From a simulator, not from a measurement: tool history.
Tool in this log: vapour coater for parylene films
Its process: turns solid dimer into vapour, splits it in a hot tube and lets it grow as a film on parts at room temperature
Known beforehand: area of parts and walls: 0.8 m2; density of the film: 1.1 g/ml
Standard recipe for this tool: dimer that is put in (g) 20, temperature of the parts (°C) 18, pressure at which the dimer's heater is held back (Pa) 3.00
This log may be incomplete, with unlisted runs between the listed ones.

run	day	dimer that is put in (g)	temperature of the parts (°C)	pressure at which the dimer's heater is held back (Pa)	thickness of the film (nm)
1	0.000	20	18	3.00	11780
2	0.825	20	18	3.00	11620
3	1.567	20	18	3.00	11540
4	1.967	20	18	3.00	11700
5	2.729	20	18	3.00	11340
# day 3.446: trap's valve overhauled
6	3.575	20	26	3.00	9050
7	4.038	20	26	3.00	9020
8	4.617	20	26	3.00	8830
9	5.292	20	26	3.00	8740
10	6.204	20	26	3.00	8900
11	6.875	20	26	3.00	8790
12	7.471	20	15	3.00	14260
13	7.929	9	26	3.00	3960
# day 8.021: table's thermometer calibrated
14	8.938	33	14	3.00	23910
15	9.775	20	26	5.65	7580
16	10.229	17	27	5.65	6190
17	10.738	17	27	5.65	6160
18	11.212	17	27	5.75	6040
19	12.029	17	27	5.75	6040
20	12.500	17	27	5.75	6020
# day 13.067: table's thermometer calibrated, once more
21	13.308	12	16	6.61	6770
22	13.792	18	14	4.53	11700
23	14.388	18	14	4.53	11670

For some of the steps in thickness of the film (nm) from one run to the next: how much would appear even if the tool had no hidden state, given the settings, what came in and random variation, and how much remains for the hidden state plus any gauge scatter that the measured result and the result without hidden state don't share?
Hidden conditions of the tool in this case: vapour lost through the trap's worn valve, %; true temperature of the parts over the reading, C; drift of the gauge itself on film_um, %.
Run 5 -> 6: temperature of the parts (°C) 18 -> 26, trap's valve overhauled. thickness of the film (nm) -2290: hidden state +1440, all else -3730.
Run 13 -> 14: dimer that is put in (g) 9 -> 33, temperature of the parts (°C) 26 -> 14, table's thermometer calibrated. thickness of the film (nm) +19950: hidden state -1030, all else +20980.
Run 14 -> 15: dimer that is put in (g) 33 -> 20, temperature of the parts (°C) 14 -> 26, pressure at which the dimer's heater is held back (Pa) 3.00 -> 5.65. thickness of the film (nm) -16330: hidden state +760, all else -17090.

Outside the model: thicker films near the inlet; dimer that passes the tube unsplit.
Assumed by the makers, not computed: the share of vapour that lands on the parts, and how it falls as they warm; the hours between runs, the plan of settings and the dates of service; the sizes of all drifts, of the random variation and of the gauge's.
